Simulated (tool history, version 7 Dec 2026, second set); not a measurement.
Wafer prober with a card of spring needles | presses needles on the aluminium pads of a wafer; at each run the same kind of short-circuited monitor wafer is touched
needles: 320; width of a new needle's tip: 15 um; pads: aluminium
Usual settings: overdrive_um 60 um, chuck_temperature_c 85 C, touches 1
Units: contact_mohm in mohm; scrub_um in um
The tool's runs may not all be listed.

| run | hour | overdrive_um | chuck_temperature_c | touches | contact_mohm | scrub_um |
|---|---|---|---|---|---|---|
| 1 | 0.0 | 60 | 85 | 1 | 301 | 16.06 |
|  | 10.1 | tips cleaned on abrasive film |
| 2 | 11.4 | 60 | 85 | 2 | 281 | 16.07 |
| 3 | 16.8 | 60 | 85 | 2 | 303 | 16.09 |
|  | 23.0 | tips cleaned on abrasive film |
| 4 | 23.0 | 60 | 85 | 2 | 273 | 16.04 |
| 5 | 31.2 | 60 | 85 | 2 | 307 | 16.02 |
|  | 36.2 | tips cleaned on abrasive film |
| 6 | 37.8 | 60 | 85 | 2 | 286 | 16.10 |
| 7 | 44.3 | 46 | 49 | 1 | 373 | 12.20 |

The next listed run, before its measurement:
|  | 49.5 | tips cleaned on abrasive film |
| 8 | 53.2 | 59 | 40 | 1 | ? | ? |

contact_mohm: 299 mohm
scrub_um: 15.76 um
Without the tool's hidden state the same run would have given contact_mohm 257 mohm, scrub_um 15.89 um.
